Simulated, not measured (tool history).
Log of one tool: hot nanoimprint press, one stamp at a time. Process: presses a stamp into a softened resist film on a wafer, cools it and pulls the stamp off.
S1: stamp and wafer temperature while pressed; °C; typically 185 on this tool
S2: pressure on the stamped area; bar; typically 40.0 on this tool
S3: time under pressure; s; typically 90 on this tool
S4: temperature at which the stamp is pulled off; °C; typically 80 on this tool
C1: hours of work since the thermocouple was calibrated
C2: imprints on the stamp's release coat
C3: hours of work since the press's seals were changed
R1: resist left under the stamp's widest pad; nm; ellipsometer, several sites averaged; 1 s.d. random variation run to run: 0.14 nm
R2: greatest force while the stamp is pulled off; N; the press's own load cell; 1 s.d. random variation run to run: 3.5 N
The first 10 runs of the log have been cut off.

| run | hour | S1 | S2 | S3 | S4 | C1 | C2 | C3 | R1 | R2 |
|---|---|---|---|---|---|---|---|---|---|---|
| 11 | 159.8 | 185 | 40.0 | 90 | 80 | 163 | 254 | 426 | 120.3 | 233 |
| 12 | 171.4 | 185 | 40.0 | 90 | 80 | 172 | 298 | 434 | 120.5 | 234 |
| 13 | 191.0 | 185 | 40.0 | 90 | 80 | 186 | 373 | 448 | 120.4 | 239 |
| 14 | 211.7 | 185 | 40.0 | 90 | 80 | 200 | 452 | 462 | 120.2 | 245 |
| 15 | 230.6 | 185 | 40.0 | 90 | 80 | 214 | 524 | 476 | 120.5 | 244 |
| 16 | 245.9 | 185 | 28.0 | 168 | 65 | 225 | 582 | 487 | 116.7 | 362 |
| 17 | 263.2 | 185 | 28.0 | 168 | 65 | 237 | 648 | 499 | 116.8 | 358 |
| 18 | 284.0 | 185 | 28.0 | 168 | 65 | 252 | 727 | 514 | 116.7 | 372 |
| 19 | 305.6 | 185 | 28.0 | 168 | 65 | 267 | 809 | 529 | 116.9 | 380 |
| 20 | 316.5 | 185 | 51.3 | 87 | 76 | 275 | 851 | 537 | 106.3 | 297 |

Estimate the outcome of run 21 from the log above:
| 21 | 340.2 | 190 | 24.7 | 58 | 86 | 292 | 941 | 554 | ? | ? |

{"run 21": {"R1": 160.0, "R2": 217}}
With the hidden condition absent and the run-to-run variation left alone, this run would have shown R1 159.9 nm, R2 177 N.

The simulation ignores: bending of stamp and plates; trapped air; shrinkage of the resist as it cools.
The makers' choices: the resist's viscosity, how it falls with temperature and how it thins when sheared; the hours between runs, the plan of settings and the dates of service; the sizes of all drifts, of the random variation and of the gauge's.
